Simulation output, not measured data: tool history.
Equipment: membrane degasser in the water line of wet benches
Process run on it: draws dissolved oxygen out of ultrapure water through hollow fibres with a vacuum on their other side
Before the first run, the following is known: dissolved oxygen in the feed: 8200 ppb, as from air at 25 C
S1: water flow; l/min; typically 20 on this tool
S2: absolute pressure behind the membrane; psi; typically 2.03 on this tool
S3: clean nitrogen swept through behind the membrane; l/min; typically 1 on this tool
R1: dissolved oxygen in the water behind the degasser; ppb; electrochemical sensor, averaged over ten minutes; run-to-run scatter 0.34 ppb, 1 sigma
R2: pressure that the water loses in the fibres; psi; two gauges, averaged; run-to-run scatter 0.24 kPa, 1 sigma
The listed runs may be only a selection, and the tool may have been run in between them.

run 1 hour=0 | S1=20 S2=2.03 S3=1 | R1=460.8 R2=8.847
run 2 hour=69.8 | S1=20 S2=2.03 S3=1 | R1=461.3 R2=8.94
run 3 hour=102.4 | S1=20 S2=2.03 S3=1 | R1=461.1 R2=8.831
run 4 hour=175 | S1=20 S2=2.03 S3=1 | R1=461.1 R2=8.873
run 5 hour=247.9 | S1=20 S2=2.03 S3=1 | R1=461.3 R2=8.846
run 6 hour=302.7 | S1=14 S2=3.64 S3=1.71 | R1=409.5 R2=6.229
run 7 hour=343.6 | S1=14 S2=2.34 S3=0.51 | R1=703.6 R2=6.208

Predict the results of run 8:
run 8 hour=413.3 | S1=14 S2=2.34 S3=0.51 | R1=? R2=?

Run 8 came out at R1 703.3 ppb, R2 6.212 psi.
Were there no unlogged condition in the tool, this run, its random variation unchanged, would have produced R1 703.3 ppb, R2 6.212 psi.
